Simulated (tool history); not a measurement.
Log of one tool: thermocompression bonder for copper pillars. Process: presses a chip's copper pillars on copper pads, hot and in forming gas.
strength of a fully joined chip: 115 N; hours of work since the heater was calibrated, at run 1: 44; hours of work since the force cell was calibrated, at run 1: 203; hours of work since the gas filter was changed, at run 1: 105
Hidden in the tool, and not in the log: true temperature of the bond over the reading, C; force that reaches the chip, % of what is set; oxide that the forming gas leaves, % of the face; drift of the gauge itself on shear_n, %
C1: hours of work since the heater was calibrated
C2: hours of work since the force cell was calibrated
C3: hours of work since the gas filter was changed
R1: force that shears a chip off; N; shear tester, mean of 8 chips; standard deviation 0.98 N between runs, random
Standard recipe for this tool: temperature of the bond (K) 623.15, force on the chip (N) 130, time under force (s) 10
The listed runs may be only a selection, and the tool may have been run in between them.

{"run": 1, "day": 0.0, "temperature of the bond (K)": 623.15, "force on the chip (N)": 130, "time under force (s)": 10, "C1": 44, "C2": 203, "C3": 105, "R1": 79.1}
{"run": 2, "day": 0.358, "temperature of the bond (K)": 622.15, "force on the chip (N)": 130, "time under force (s)": 10, "C1": 50, "C2": 209, "C3": 112, "R1": 75.6}
{"run": 3, "day": 0.783, "temperature of the bond (K)": 622.15, "force on the chip (N)": 130, "time under force (s)": 10, "C1": 58, "C2": 217, "C3": 120, "R1": 78.1}
{"run": 4, "day": 1.1, "temperature of the bond (K)": 622.15, "force on the chip (N)": 130, "time under force (s)": 10, "C1": 64, "C2": 223, "C3": 125, "R1": 74.6}
{"run": 5, "day": 1.367, "temperature of the bond (K)": 622.15, "force on the chip (N)": 130, "time under force (s)": 10, "C1": 69, "C2": 227, "C3": 130, "R1": 76.6}
{"day": 1.475, "done": "forming gas filter changed"}
{"run": 6, "day": 1.712, "temperature of the bond (K)": 622.15, "force on the chip (N)": 130, "time under force (s)": 10, "C1": 75, "C2": 233, "C3": 4, "R1": 83.7}
{"run": 7, "day": 1.967, "temperature of the bond (K)": 622.15, "force on the chip (N)": 130, "time under force (s)": 10, "C1": 79, "C2": 238, "C3": 9, "R1": 83.5}
{"run": 8, "day": 2.346, "temperature of the bond (K)": 623.15, "force on the chip (N)": 193, "time under force (s)": 10, "C1": 86, "C2": 245, "C3": 16, "R1": 90.5}
{"run": 9, "day": 2.579, "temperature of the bond (K)": 613.15, "force on the chip (N)": 193, "time under force (s)": 10, "C1": 91, "C2": 249, "C3": 20, "R1": 88.9}
{"run": 10, "day": 2.983, "temperature of the bond (K)": 613.15, "force on the chip (N)": 193, "time under force (s)": 10, "C1": 98, "C2": 257, "C3": 27, "R1": 89.6}
{"run": 11, "day": 3.179, "temperature of the bond (K)": 623.15, "force on the chip (N)": 130, "time under force (s)": 10, "C1": 102, "C2": 260, "C3": 31, "R1": 79}
{"run": 12, "day": 3.654, "temperature of the bond (K)": 623.15, "force on the chip (N)": 130, "time under force (s)": 11, "C1": 110, "C2": 269, "C3": 40, "R1": 84.7}
{"run": 13, "day": 3.904, "temperature of the bond (K)": 623.15, "force on the chip (N)": 130, "time under force (s)": 11, "C1": 115, "C2": 273, "C3": 44, "R1": 84.4}
{"run": 14, "day": 4.262, "temperature of the bond (K)": 623.15, "force on the chip (N)": 130, "time under force (s)": 11, "C1": 121, "C2": 280, "C3": 51, "R1": 80.5}
{"run": 15, "day": 4.596, "temperature of the bond (K)": 623.15, "force on the chip (N)": 130, "time under force (s)": 11, "C1": 127, "C2": 286, "C3": 57, "R1": 83.5}
{"run": 16, "day": 4.958, "temperature of the bond (K)": 623.15, "force on the chip (N)": 130, "time under force (s)": 25, "C1": 134, "C2": 293, "C3": 64, "R1": 95.9}
{"run": 17, "day": 5.175, "temperature of the bond (K)": 623.15, "force on the chip (N)": 130, "time under force (s)": 25, "C1": 138, "C2": 297, "C3": 68, "R1": 94.5}
{"run": 18, "day": 5.538, "temperature of the bond (K)": 623.15, "force on the chip (N)": 130, "time under force (s)": 10, "C1": 145, "C2": 303, "C3": 74, "R1": 79.1}
{"run": 19, "day": 5.9, "temperature of the bond (K)": 642.15, "force on the chip (N)": 130, "time under force (s)": 10, "C1": 151, "C2": 310, "C3": 81, "R1": 83.6}
{"run": 20, "day": 6.158, "temperature of the bond (K)": 607.15, "force on the chip (N)": 142, "time under force (s)": 10, "C1": 156, "C2": 314, "C3": 85, "R1": 75.2}
{"run": 21, "day": 6.533, "temperature of the bond (K)": 607.15, "force on the chip (N)": 142, "time under force (s)": 10, "C1": 163, "C2": 321, "C3": 92, "R1": 75.3}
{"run": 22, "day": 6.971, "temperature of the bond (K)": 607.15, "force on the chip (N)": 130, "time under force (s)": 10, "C1": 171, "C2": 329, "C3": 100, "R1": 73}
{"run": 23, "day": 7.279, "temperature of the bond (K)": 623.15, "force on the chip (N)": 118, "time under force (s)": 5, "C1": 176, "C2": 335, "C3": 106, "R1": 62.4}
{"run": 24, "day": 7.662, "temperature of the bond (K)": 623.15, "force on the chip (N)": 118, "time under force (s)": 5, "C1": 183, "C2": 342, "C3": 113, "R1": 62.2}
{"run": 25, "day": 8.121, "temperature of the bond (K)": 632.15, "force on the chip (N)": 120, "time under force (s)": 20, "C1": 192, "C2": 350, "C3": 121, "R1": 89.3}
{"run": 26, "day": 8.45, "temperature of the bond (K)": 632.15, "force on the chip (N)": 120, "time under force (s)": 20, "C1": 198, "C2": 356, "C3": 127, "R1": 89.9}
{"day": 8.729, "done": "forming gas filter changed"}
{"run": 27, "day": 8.792, "temperature of the bond (K)": 632.15, "force on the chip (N)": 120, "time under force (s)": 20, "C1": 204, "C2": 362, "C3": 1, "R1": 97.4}
{"run": 28, "day": 9.121, "temperature of the bond (K)": 625.15, "force on the chip (N)": 132, "time under force (s)": 18, "C1": 210, "C2": 368, "C3": 7, "R1": 94.7}
{"run": 29, "day": 9.408, "temperature of the bond (K)": 628.15, "force on the chip (N)": 84, "time under force (s)": 10, "C1": 215, "C2": 373, "C3": 12, "R1": 74.4}
{"run": 30, "day": 9.829, "temperature of the bond (K)": 628.15, "force on the chip (N)": 84, "time under force (s)": 10, "C1": 222, "C2": 381, "C3": 20, "R1": 72.3}
{"run": 31, "day": 10.108, "temperature of the bond (K)": 623.15, "force on the chip (N)": 111, "time under force (s)": 16, "C1": 228, "C2": 386, "C3": 25, "R1": 86.5}
{"run": 32, "day": 10.342, "temperature of the bond (K)": 623.15, "force on the chip (N)": 92, "time under force (s)": 15, "C1": 232, "C2": 390, "C3": 29, "R1": 82.1}
{"run": 33, "day": 10.758, "temperature of the bond (K)": 623.15, "force on the chip (N)": 92, "time under force (s)": 15, "C1": 239, "C2": 398, "C3": 37, "R1": 82.4}
{"run": 34, "day": 11.117, "temperature of the bond (K)": 623.15, "force on the chip (N)": 92, "time under force (s)": 15, "C1": 246, "C2": 404, "C3": 44, "R1": 81.2}
{"run": 35, "day": 11.325, "temperature of the bond (K)": 614.15, "force on the chip (N)": 188, "time under force (s)": 21, "C1": 250, "C2": 408, "C3": 47, "R1": 99.7}
{"run": 36, "day": 11.675, "temperature of the bond (K)": 614.15, "force on the chip (N)": 188, "time under force (s)": 21, "C1": 256, "C2": 415, "C3": 54, "R1": 96.2}

A few steps of R1 between consecutive runs. Split each: what settings, incoming material and random variation would produce without the hidden state, and what is left over for the hidden state, along with gauge scatter present in only one of the two compared results (measured, and without hidden state):
Run 5 -> 6: forming gas filter changed. R1 +7.1 N: hidden state +7, all else +0.1.
Run 24 -> 25: temperature of the bond (K) 623.15 -> 632.15, force on the chip (N) 118 -> 120, time under force (s) 5 -> 20. R1 +27.1 N: hidden state -3.4, all else +30.5.
Run 26 -> 27: forming gas filter changed. R1 +7.5 N: hidden state +10, all else -2.5.
Run 28 -> 29: temperature of the bond (K) 625.15 -> 628.15, force on the chip (N) 132 -> 84, time under force (s) 18 -> 10. R1 -20.3 N: hidden state -0.2, all else -20.1.
Run 34 -> 35: temperature of the bond (K) 623.15 -> 614.15, force on the chip (N) 92 -> 188, time under force (s) 15 -> 21. R1 +18.5 N: hidden state -0.9, all else +19.4.
